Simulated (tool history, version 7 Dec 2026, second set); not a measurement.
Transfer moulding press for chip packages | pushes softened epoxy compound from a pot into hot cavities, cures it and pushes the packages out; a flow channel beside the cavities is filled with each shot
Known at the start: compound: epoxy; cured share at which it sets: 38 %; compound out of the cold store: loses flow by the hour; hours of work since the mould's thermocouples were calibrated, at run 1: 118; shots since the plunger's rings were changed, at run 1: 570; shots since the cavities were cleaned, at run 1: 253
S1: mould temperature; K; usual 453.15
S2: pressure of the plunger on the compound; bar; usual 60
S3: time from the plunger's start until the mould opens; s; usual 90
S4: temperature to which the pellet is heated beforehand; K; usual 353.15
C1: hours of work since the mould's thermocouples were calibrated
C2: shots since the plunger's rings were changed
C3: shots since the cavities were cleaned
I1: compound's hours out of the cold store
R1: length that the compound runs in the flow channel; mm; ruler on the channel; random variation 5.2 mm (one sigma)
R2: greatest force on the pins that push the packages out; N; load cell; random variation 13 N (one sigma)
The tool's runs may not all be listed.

Run 1, day 0: usual settings; C1 118; C2 570; C3 253; I1 37.6. Result: R1 529 mm, R2 968 N.
Run 2, day 0.512: usual settings but S4 361.15 K; C1 124; C2 691; C3 374; I1 29.2. Result: R1 544 mm, R2 1082 N.
Run 3, day 0.871: usual settings but S4 361.15 K; C1 128; C2 776; C3 459; I1 47.8. Result: R1 496 mm, R2 1087 N.
Run 4, day 1.292: usual settings but S2 64.2 bar; C1 132; C2 876; C3 559; I1 11.6. Result: R1 618 mm, R2 1281 N.
At day 1.683: cavities cleaned with cleaning compound and waxed.
Run 5, day 2.025: usual settings but S2 64.2 bar; C1 140; C2 1036; C3 81; I1 19.4. Result: R1 593 mm, R2 732 N.
Run 6, day 2.404: usual settings but S2 64.2 bar; C1 144; C2 1126; C3 171; I1 47.8. Result: R1 516 mm, R2 793 N.
Run 7, day 2.871: usual settings but S2 64.2 bar; C1 149; C2 1237; C3 282; I1 23.9. Result: R1 579 mm, R2 1015 N.
Run 8, day 3.333: usual settings but S2 64.2 bar; C1 154; C2 1346; C3 391; I1 32.4. Result: R1 560 mm, R2 1071 N.
Run 9, day 4.062: usual settings but S2 64.2 bar, S4 348.15 K; C1 162; C2 1519; C3 564; I1 29.7. Result: R1 555 mm, R2 1214 N.
At day 4.446: cavities cleaned with cleaning compound and waxed.
Run 10, day 4.808: usual settings but S1 459.15 K; C1 169; C2 1682; C3 86; I1 36.1. Result: R1 501 mm, R2 559 N.
Run 11, day 5.446: usual settings but S1 459.15 K; C1 176; C2 1833; C3 237; I1 10.7. Result: R1 567 mm, R2 745 N.
Run 12, day 6.246: usual settings but S1 447.15 K; C1 185; C2 2023; C3 427; I1 21.9. Result: R1 571 mm, R2 1810 N.
Run 13, day 6.7: usual settings but S1 447.15 K; C1 190; C2 2131; C3 535; I1 36.2. Result: R1 528 mm, R2 1738 N.
At day 7.212: cavities cleaned with cleaning compound and waxed.
Run 14, day 7.404: usual settings but S1 447.15 K, S2 67.7 bar; C1 197; C2 2284; C3 45; I1 47.5. Result: R1 532 mm, R2 940 N.
Run 15, day 7.788: usual settings but S2 46.1 bar; C1 201; C2 2375; C3 136; I1 20.3. Result: R1 483 mm, R2 870 N.
Run 16, day 8.621: usual settings but S2 58.1 bar, S3 85 s, S4 356.15 K; C1 210; C2 2572; C3 333; I1 27.8. Result: R1 523 mm, R2 1138 N.
Run 17, day 9.238: usual settings but S2 50.9 bar, S3 83 s, S4 346.15 K; C1 217; C2 2719; C3 480; I1 41.3. Result: R1 461 mm, R2 1355 N.
Run 18, day 9.617: usual settings but S2 69.1 bar, S3 84 s; C1 221; C2 2810; C3 571; I1 21.9. Result: R1 586 mm, R2 1425 N.
At day 9.962: cavities cleaned with cleaning compound and waxed.
Run 19, day 10.362: usual settings but S2 69.1 bar, S3 84 s; C1 228; C2 2972; C3 96; I1 31. Result: R1 558 mm, R2 875 N.
Run 20, day 10.912: usual settings but S1 460.15 K, S2 69.1 bar, S3 84 s, S4 362.15 K; C1 234; C2 3102; C3 226; I1 16.7. Result: R1 578 mm, R2 732 N.
Run 21, day 11.721: usual settings but S1 460.15 K, S2 69.1 bar, S3 84 s, S4 362.15 K; C1 243; C2 3294; C3 418; I1 21. Result: R1 559 mm, R2 873 N.
Run 22, day 12.446: usual settings but S1 459.15 K, S2 62.1 bar, S3 130 s, S4 346.15 K; C1 251; C2 3467; C3 591; I1 16.2. Result: R1 544 mm, R2 855 N.
At day 12.733: cavities cleaned with cleaning compound and waxed.
Run 23, day 13.146: usual settings but S1 459.15 K, S2 62.1 bar, S3 82 s, S4 346.15 K; C1 258; C2 3618; C3 98; I1 24.3. Result: R1 526 mm, R2 697 N.
Run 24, day 13.492: usual settings but S1 457.15 K, S2 62.1 bar, S3 117 s, S4 346.15 K; C1 261; C2 3700; C3 180; I1 37.7. Result: R1 494 mm, R2 609 N.
Run 25, day 13.908: usual settings but S1 458.15 K, S2 66.7 bar, S4 354.15 K; C1 266; C2 3799; C3 279; I1 32.3. Result: R1 531 mm, R2 774 N.
Run 26, day 14.688: usual settings but S1 458.15 K, S2 66.7 bar, S4 354.15 K; C1 274; C2 3984; C3 464; I1 32.8. Result: R1 528 mm, R2 877 N.
Run 27, day 15.333: usual settings but S1 458.15 K, S2 66.7 bar, S4 354.15 K; C1 281; C2 4137; C3 617; I1 33.6. Result: R1 517 mm, R2 968 N.
At day 15.475: cavities cleaned with cleaning compound and waxed.
Run 28, day 16.112: usual settings but S1 452.15 K, S2 70.3 bar, S4 349.15 K; C1 289; C2 4307; C3 151; I1 40. Result: R1 528 mm, R2 849 N.

3 ways to go on from here, each from the tool as it stands after run 28. What would each give?
Run A, day 16.462: usual settings but S3 82 s, S4 349.15 K; C1 293; C2 4391; C3 235; I1 12. Result: R1 ?, R2 ?.
Run B, day 16.462: usual settings but S1 452.15 K, S2 50.4 bar, S3 107 s, S4 349.15 K; C1 293; C2 4391; C3 235; I1 47.2. Result: R1 ?, R2 ?.
Run C, day 16.462: usual settings but S1 447.15 K, S2 70.3 bar, S4 349.15 K; C1 293; C2 4391; C3 235; I1 40.1. Result: R1 ?, R2 ?.

run   R1    R2
  A  564  1276
  B  423   699
  C  533  1383
Without the tool's hidden state the same runs would have given:
run   R1   R2
  A  615  795
  B  462  424
  C  581  863
